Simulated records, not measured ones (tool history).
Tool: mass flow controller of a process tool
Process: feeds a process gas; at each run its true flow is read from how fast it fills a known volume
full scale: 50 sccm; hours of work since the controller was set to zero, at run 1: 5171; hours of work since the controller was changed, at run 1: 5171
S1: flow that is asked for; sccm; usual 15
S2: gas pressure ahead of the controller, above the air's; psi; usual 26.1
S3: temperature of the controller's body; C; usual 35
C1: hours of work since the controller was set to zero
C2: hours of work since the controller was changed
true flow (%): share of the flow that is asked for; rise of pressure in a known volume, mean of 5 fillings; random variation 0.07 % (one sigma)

Run 1, day 0: usual settings; C1 5171; C2 5171. Result: true flow (%) 98.27.
Run 2, day 16.021: usual settings; C1 5406; C2 5406. Result: true flow (%) 98.37.
Run 3, day 29.042: usual settings but S1 34 sccm; C1 5598; C2 5598. Result: true flow (%) 99.67.
At day 36.188: controller's zero set anew.
Run 4, day 40.154: usual settings but S1 34 sccm; C1 58; C2 5761. Result: true flow (%) 99.7.
Run 5, day 56.654: usual settings but S1 34 sccm; C1 301; C2 6003. Result: true flow (%) 99.59.
Run 6, day 63.438: usual settings but S1 34 sccm; C1 401; C2 6103. Result: true flow (%) 99.69.
Run 7, day 79.229: usual settings but S2 33.9 psi; C1 633; C2 6335. Result: true flow (%) 99.01.
Run 8, day 87.429: usual settings but S1 11 sccm, S2 33.9 psi; C1 754; C2 6456. Result: true flow (%) 98.74.
Run 9, day 103.396: usual settings but S1 11 sccm, S2 33.9 psi, S3 31 C; C1 988; C2 6691. Result: true flow (%) 98.45.
Run 10, day 114.083: usual settings but S1 11 sccm, S2 33.9 psi, S3 31 C; C1 1145; C2 6848. Result: true flow (%) 98.54.
Run 11, day 125.596: usual settings but S1 11 sccm, S2 33.9 psi, S3 31 C; C1 1315; C2 7017. Result: true flow (%) 98.61.
Run 12, day 141.792: usual settings but S1 11 sccm, S2 33.9 psi, S3 31 C; C1 1553; C2 7255. Result: true flow (%) 98.52.
Run 13, day 155.688: usual settings but S1 10 sccm; C1 1757; C2 7460. Result: true flow (%) 98.55.
Run 14, day 166.679: usual settings but S1 10 sccm; C1 1919; C2 7621. Result: true flow (%) 98.6.
Run 15, day 183.067: usual settings but S3 25 C; C1 2160; C2 7862. Result: true flow (%) 98.23.
Run 16, day 194.167: usual settings but S3 25 C; C1 2323; C2 8026. Result: true flow (%) 98.29.
Run 17, day 208.442: usual settings but S3 25 C; C1 2533; C2 8236. Result: true flow (%) 98.35.
Run 18, day 220.954: usual settings but S1 24 sccm, S3 28 C; C1 2717; C2 8420. Result: true flow (%) 99.09.
Run 19, day 229.171: usual settings but S1 25 sccm, S2 25.4 psi, S3 28 C; C1 2838; C2 8540. Result: true flow (%) 99.2.
Run 20, day 241.067: usual settings but S1 25 sccm, S2 25.4 psi, S3 28 C; C1 3013; C2 8715. Result: true flow (%) 99.27.
Run 21, day 252.846: usual settings but S1 21 sccm, S2 23.2 psi, S3 30 C; C1 3186; C2 8889. Result: true flow (%) 99.04.
Run 22, day 261.733: usual settings but S1 21 sccm, S2 25.8 psi, S3 23 C; C1 3317; C2 9019. Result: true flow (%) 98.86.
Run 23, day 271.225: usual settings but S3 26 C; C1 3456; C2 9159. Result: true flow (%) 98.68.
Run 24, day 279.862: usual settings but S2 21.8 psi, S3 27 C; C1 3583; C2 9286. Result: true flow (%) 98.57.
Run 25, day 290.617: usual settings but S2 21.8 psi, S3 27 C; C1 3742; C2 9444. Result: true flow (%) 98.54.
Run 26, day 304.15: usual settings but S1 10 sccm, S2 28.6 psi, S3 37 C; C1 3941; C2 9643. Result: true flow (%) 99.22.
Run 27, day 315.758: usual settings but S1 10 sccm, S2 28.6 psi, S3 37 C; C1 4111; C2 9814. Result: true flow (%) 99.35.
Run 28, day 326.258: usual settings but S1 12 sccm, S2 37.7 psi; C1 4266; C2 9968. Result: true flow (%) 99.93.
Run 29, day 337.792: usual settings but S1 12 sccm, S2 37.7 psi; C1 4435; C2 10138. Result: true flow (%) 99.81.
Run 30, day 347.162: usual settings but S1 12 sccm, S2 37.7 psi; C1 4573; C2 10276. Result: true flow (%) 99.86.
Run 31, day 361.933: usual settings but S1 39 sccm, S3 23 C; C1 4790; C2 10493. Result: true flow (%) 100.37.
Run 32, day 371.883: usual settings but S1 16 sccm, S2 24.4 psi, S3 26 C; C1 4937; C2 10639. Result: true flow (%) 98.89.
Run 33, day 381.842: usual settings but S1 14 sccm, S2 35.5 psi, S3 22 C; C1 5083; C2 10786. Result: true flow (%) 99.1.

Measured less the same run without the tool's hidden state. The same run-to-run variation is in both; the gauge's scatter may not be:
The hidden state here: flow at rest that the sensor doesn't see, % of full scale; true flow over the shown one, %; drift of the gauge itself on true_pct, %.
run  true flow (%)
  1          -0.02
  2          +0.03
  3          +0.09
  4          +0.13
  5          +0.19
  6          +0.21
  7          +0.26
  8          +0.28
  9          +0.34
 10          +0.38
 11          +0.42
 12          +0.48
 13          +0.52
 14          +0.56
 15          +0.61
 16          +0.65
 17           +0.7
 18          +0.75
 19          +0.78
 20          +0.82
 21          +0.86
 22          +0.89
 23          +0.91
 24          +0.94
 25          +0.98
 26          +1.02
 27          +1.06
 28          +1.11
 29          +1.15
 30          +1.18
 31          +1.25
 32          +1.26
 33          +1.29
